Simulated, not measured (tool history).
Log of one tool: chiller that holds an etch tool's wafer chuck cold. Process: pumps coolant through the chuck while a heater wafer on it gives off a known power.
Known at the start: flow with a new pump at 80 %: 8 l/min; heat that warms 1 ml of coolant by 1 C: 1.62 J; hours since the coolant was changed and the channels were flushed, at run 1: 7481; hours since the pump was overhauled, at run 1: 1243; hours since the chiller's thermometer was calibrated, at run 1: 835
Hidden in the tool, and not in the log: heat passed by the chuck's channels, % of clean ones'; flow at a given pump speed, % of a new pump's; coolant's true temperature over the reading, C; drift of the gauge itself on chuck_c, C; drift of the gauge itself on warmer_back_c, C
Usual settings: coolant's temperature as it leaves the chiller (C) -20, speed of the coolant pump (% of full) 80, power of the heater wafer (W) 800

| run | hour | coolant's temperature as it leaves the chiller (C) | speed of the coolant pump (% of full) | power of the heater wafer (W) | hours since the coolant was changed and the channels were flushed | hours since the pump was overhauled | hours since the chiller's thermometer was calibrated | chuck's temperature once it has settled (C) | how much warmer the coolant comes back (C) |
|---|---|---|---|---|---|---|---|---|---|
| 1 | 0.0 | -20 | 80 | 800 | 7481 | 1243 | 835 | -8.4 | 3.83 |
| 2 | 21.7 | -20 | 80 | 681 | 7503 | 1265 | 856 | -10.0 | 3.12 |
| 3 | 38.9 | -20 | 80 | 681 | 7520 | 1282 | 874 | -9.8 | 3.26 |
| 4 | 67.1 | -20 | 80 | 681 | 7548 | 1310 | 902 | -9.9 | 3.21 |
| 5 | 103.1 | -20 | 80 | 681 | 7584 | 1346 | 938 | -10.0 | 3.19 |
| 6 | 130.2 | -20 | 80 | 681 | 7611 | 1373 | 965 | -10.0 | 3.14 |
| 7 | 167.7 | -20 | 80 | 681 | 7649 | 1411 | 1002 | -9.9 | 3.22 |
| 8 | 201.7 | -20 | 80 | 681 | 7683 | 1445 | 1036 | -10.0 | 3.27 |
| 9 | 227.5 | -20 | 80 | 785 | 7709 | 1470 | 1062 | -8.4 | 3.72 |
| 10 | 245.0 | -20 | 80 | 785 | 7726 | 1488 | 1080 | -8.2 | 3.70 |
| 11 | 279.8 | -20 | 80 | 785 | 7761 | 1523 | 1114 | -8.3 | 3.72 |
| 12 | 301.9 | -20 | 80 | 785 | 7783 | 1545 | 1137 | -8.5 | 3.78 |
| 13 | 326.1 | -20 | 80 | 785 | 7807 | 1569 | 1161 | -8.5 | 3.70 |
| 14 | 355.8 | -20 | 80 | 785 | 7837 | 1599 | 1191 | -8.3 | 3.71 |
| 15 | 382.8 | -20 | 80 | 800 | 7864 | 1626 | 1217 | -8.3 | 3.83 |
| 16 | 413.4 | -20 | 98 | 800 | 7895 | 1656 | 1248 | -10.1 | 3.07 |
| 17 | 443.9 | -20 | 65 | 715 | 7925 | 1687 | 1279 | -7.2 | 4.18 |
| 18 | 471.0 | -20 | 65 | 715 | 7952 | 1714 | 1306 | -7.2 | 4.16 |
| 19 | 487.7 | -21 | 100 | 800 | 7969 | 1731 | 1322 | -11.2 | 3.04 |
| 20 | 524.9 | -15 | 100 | 800 | 8006 | 1768 | 1360 | -5.2 | 3.10 |
| 21 | 550.0 | -28 | 96 | 430 | 8031 | 1793 | 1385 | -22.6 | 1.68 |
| 22 | 581.9 | -28 | 96 | 430 | 8063 | 1825 | 1417 | -22.6 | 1.67 |
| 23 | 614.6 | -28 | 96 | 430 | 8096 | 1857 | 1449 | -22.3 | 1.63 |
| 24 | 645.7 | -28 | 96 | 430 | 8127 | 1889 | 1480 | -22.4 | 1.71 |
| 25 | 669.2 | -28 | 96 | 430 | 8150 | 1912 | 1504 | -22.5 | 1.70 |
| 26 | 696.7 | -28 | 96 | 430 | 8178 | 1940 | 1531 | -22.4 | 1.64 |
| 27 | 721.3 | -22 | 80 | 430 | 8202 | 1964 | 1556 | -15.5 | 2.02 |
| 28 | 754.7 | -22 | 80 | 430 | 8236 | 1998 | 1589 | -15.4 | 2.00 |
| 29 | 779.5 | -14 | 89 | 430 | 8261 | 2022 | 1614 | -8.1 | 1.85 |
| 30 | 809.2 | -26 | 73 | 474 | 8290 | 2052 | 1644 | -18.2 | 2.51 |
| 31 | 836.6 | -26 | 73 | 474 | 8318 | 2079 | 1671 | -18.1 | 2.48 |

Forecast each of these 5 alternatives for the next run:
| A | 856.8 | -22 | 96 | 985 | 8338 | 2100 | 1692 | ? | ? |
| B | 856.8 | -24 | 100 | 1081 | 8338 | 2100 | 1692 | ? | ? |
| C | 856.8 | -19 | 80 | 888 | 8338 | 2100 | 1692 | ? | ? |
| D | 856.8 | -26 | 70 | 871 | 8338 | 2100 | 1692 | ? | ? |
| E | 856.8 | -16 | 80 | 800 | 8338 | 2100 | 1692 | ? | ? |

| run | chuck's temperature once it has settled (C) | how much warmer the coolant comes back (C) |
|---|---|---|
| A | -9.3 | 3.86 |
| B | -10.6 | 4.10 |
| C | -5.5 | 4.20 |
| D | -11.2 | 4.80 |
| E | -3.9 | 3.81 |
Without the tool's hidden state the same runs would have given:
| run | chuck's temperature once it has settled (C) | how much warmer the coolant comes back (C) |
|---|---|---|
| A | -11.8 | 3.74 |
| B | -13.2 | 3.98 |
| C | -8.1 | 4.08 |
| D | -14.0 | 4.66 |
| E | -6.3 | 3.70 |
